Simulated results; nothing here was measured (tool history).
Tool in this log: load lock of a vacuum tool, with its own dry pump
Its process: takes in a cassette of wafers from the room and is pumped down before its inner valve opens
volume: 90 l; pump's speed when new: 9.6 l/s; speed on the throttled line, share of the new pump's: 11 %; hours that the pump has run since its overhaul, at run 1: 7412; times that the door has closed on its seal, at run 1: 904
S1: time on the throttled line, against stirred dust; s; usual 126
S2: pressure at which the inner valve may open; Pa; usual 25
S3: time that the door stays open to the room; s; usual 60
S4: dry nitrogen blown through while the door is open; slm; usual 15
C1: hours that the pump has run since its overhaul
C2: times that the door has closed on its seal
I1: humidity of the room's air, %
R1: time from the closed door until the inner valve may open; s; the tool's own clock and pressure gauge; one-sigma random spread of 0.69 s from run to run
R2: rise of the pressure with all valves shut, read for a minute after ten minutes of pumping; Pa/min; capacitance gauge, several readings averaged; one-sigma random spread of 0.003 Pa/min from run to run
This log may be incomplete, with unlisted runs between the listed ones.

Run 1, hour 0.0: usual settings; C1 7412; C2 904; I1 45.3. Result: R1 202.7 s, R2 0.028 Pa/min.
Run 2, hour 95.5: usual settings; C1 7507; C2 1187; I1 44.2. Result: R1 204.6 s, R2 0.032 Pa/min.
Run 3, hour 208.9: usual settings; C1 7621; C2 1522; I1 43.3. Result: R1 204.1 s, R2 0.037 Pa/min.
Run 4, hour 340.9: usual settings; C1 7753; C2 1912; I1 43.7. Result: R1 203.2 s, R2 0.033 Pa/min.
Run 5, hour 470.7: usual settings; C1 7883; C2 2295; I1 45.0. Result: R1 203.9 s, R2 0.038 Pa/min.
Run 6, hour 544.2: usual settings but S2 20 Pa; C1 7956; C2 2512; I1 46.2. Result: R1 206.7 s, R2 0.044 Pa/min.
Run 7, hour 606.6: usual settings but S2 20 Pa; C1 8019; C2 2697; I1 44.9. Result: R1 206.6 s, R2 0.038 Pa/min.
Run 8, hour 691.7: usual settings but S1 240 s, S2 20 Pa; C1 8104; C2 2948; I1 44.6. Result: R1 306.3 s, R2 0.041 Pa/min.
Run 9, hour 774.8: usual settings but S1 201 s, S2 20 Pa; C1 8187; C2 3194; I1 46.2. Result: R1 271.7 s, R2 0.047 Pa/min.
Run 10, hour 890.7: usual settings but S1 155 s, S2 20 Pa; C1 8303; C2 3536; I1 44.5. Result: R1 232.8 s, R2 0.042 Pa/min.
Run 11, hour 1000.1: usual settings but S3 90 s; C1 8412; C2 3859; I1 51.5. Result: R1 204.0 s, R2 0.055 Pa/min.
Run 12, hour 1086.2: usual settings but S3 90 s; C1 8498; C2 4114; I1 44.5. Result: R1 204.0 s, R2 0.047 Pa/min.
Run 13, hour 1149.7: usual settings but S1 183 s; C1 8562; C2 4301; I1 46.3. Result: R1 254.4 s, R2 0.044 Pa/min.
Run 14, hour 1210.2: usual settings but S1 183 s; C1 8622; C2 4480; I1 45.7. Result: R1 254.5 s, R2 0.047 Pa/min.
Run 15, hour 1304.6: usual settings but S1 183 s; C1 8717; C2 4759; I1 45.8. Result: R1 254.8 s, R2 0.052 Pa/min.
Run 16, hour 1382.8: usual settings but S1 183 s; C1 8795; C2 4990; I1 43.8. Result: R1 254.9 s, R2 0.054 Pa/min.
Run 17, hour 1437.8: usual settings but S1 183 s, S4 5 slm; C1 8850; C2 5153; I1 44.4. Result: R1 258.1 s, R2 0.075 Pa/min.
Run 18, hour 1562.5: usual settings; C1 8974; C2 5521; I1 45.1. Result: R1 205.9 s, R2 0.057 Pa/min.
Run 19, hour 1695.4: usual settings; C1 9107; C2 5914; I1 43.9. Result: R1 205.3 s, R2 0.047 Pa/min.
Run 20, hour 1773.2: usual settings but S1 76 s, S4 6 slm; C1 9185; C2 6144; I1 45.7. Result: R1 162.6 s, R2 0.066 Pa/min.
Run 21, hour 1888.8: usual settings but S1 164 s, S4 5 slm; C1 9301; C2 6485; I1 43.4. Result: R1 239.8 s, R2 0.066 Pa/min.
Run 22, hour 2019.7: usual settings but S1 69 s, S4 7 slm; C1 9432; C2 6872; I1 45.0. Result: R1 156.1 s, R2 0.067 Pa/min.
Run 23, hour 2134.6: usual settings but S1 69 s, S4 7 slm; C1 9547; C2 7211; I1 45.7. Result: R1 158.1 s, R2 0.075 Pa/min.
Run 24, hour 2264.8: usual settings but S1 69 s, S4 7 slm; C1 9677; C2 7596; I1 44.9. Result: R1 157.9 s, R2 0.082 Pa/min.
Run 25, hour 2349.7: usual settings but S1 131 s, S2 43 Pa, S4 44 slm; C1 9762; C2 7847; I1 43.8. Result: R1 204.5 s, R2 0.057 Pa/min.
At hour 2390.8: dry pump taken out, an overhauled one fitted.
Run 26, hour 2465.2: usual settings but S1 76 s, S2 27 Pa; C1 74; C2 8171; I1 47.0. Result: R1 145.7 s, R2 0.068 Pa/min.
Run 27, hour 2583.8: usual settings but S3 37 s, S4 6 slm; C1 193; C2 8521; I1 45.4. Result: R1 191.6 s, R2 0.078 Pa/min.
Run 28, hour 2669.1: usual settings but S3 72 s, S4 6 slm; C1 278; C2 8773; I1 45.2. Result: R1 191.7 s, R2 0.082 Pa/min.
Run 29, hour 2801.5: usual settings but S3 72 s, S4 6 slm; C1 411; C2 9164; I1 45.2. Result: R1 192.6 s, R2 0.090 Pa/min.
Run 30, hour 2875.9: usual settings but S3 72 s, S4 6 slm; C1 485; C2 9384; I1 41.1. Result: R1 192.8 s, R2 0.083 Pa/min.
Run 31, hour 2980.0: usual settings but S1 150 s, S2 30 Pa, S3 176 s, S4 13 slm; C1 589; C2 9691; I1 44.0. Result: R1 210.3 s, R2 0.099 Pa/min.
Run 32, hour 3048.5: usual settings but S1 109 s, S2 31 Pa, S3 41 s; C1 658; C2 9894; I1 45.7. Result: R1 174.8 s, R2 0.073 Pa/min.
Run 33, hour 3148.4: usual settings but S1 75 s, S2 21 Pa, S3 65 s, S4 13 slm; C1 758; C2 10189; I1 45.3. Result: R1 149.2 s, R2 0.084 Pa/min.
Run 34, hour 3238.6: usual settings but S1 102 s, S3 71 s, S4 4 slm; C1 848; C2 10456; I1 41.0. Result: R1 171.5 s, R2 0.099 Pa/min.
Run 35, hour 3346.2: usual settings but S1 243 s, S2 21 Pa, S3 49 s; C1 955; C2 10774; I1 44.7. Result: R1 298.2 s, R2 0.082 Pa/min.
Run 36, hour 3415.4: usual settings but S1 243 s, S2 35 Pa, S3 49 s, S4 5 slm; C1 1025; C2 10978; I1 46.1. Result: R1 296.4 s, R2 0.102 Pa/min.
Run 37, hour 3490.1: usual settings but S2 44 Pa, S3 107 s; C1 1099; C2 11199; I1 47.4. Result: R1 187.4 s, R2 0.097 Pa/min.

Each row is a separate what-if for the run after 37, all from the same tool condition, not one after another. Results?
Run A, hour 3614.6: usual settings but S2 44 Pa, S3 137 s, S4 11 slm; C1 1224; C2 11566; I1 43.0. Result: R1 ?, R2 ?.
Run B, hour 3614.6: usual settings but S2 44 Pa, S3 162 s, S4 27 slm; C1 1224; C2 11566; I1 47.3. Result: R1 ?, R2 ?.
Run C, hour 3614.6: usual settings but S1 217 s, S2 44 Pa, S3 107 s; C1 1224; C2 11566; I1 45.3. Result: R1 ?, R2 ?.

run     R1     R2
  A  187.6  0.104
  B  187.1  0.095
  C  269.0  0.103
With the hidden condition removed and each run's random variation left untouched, the same runs would have given:
run     R1     R2
  A  185.7  0.042
  B  185.1  0.032
  C  267.6  0.041

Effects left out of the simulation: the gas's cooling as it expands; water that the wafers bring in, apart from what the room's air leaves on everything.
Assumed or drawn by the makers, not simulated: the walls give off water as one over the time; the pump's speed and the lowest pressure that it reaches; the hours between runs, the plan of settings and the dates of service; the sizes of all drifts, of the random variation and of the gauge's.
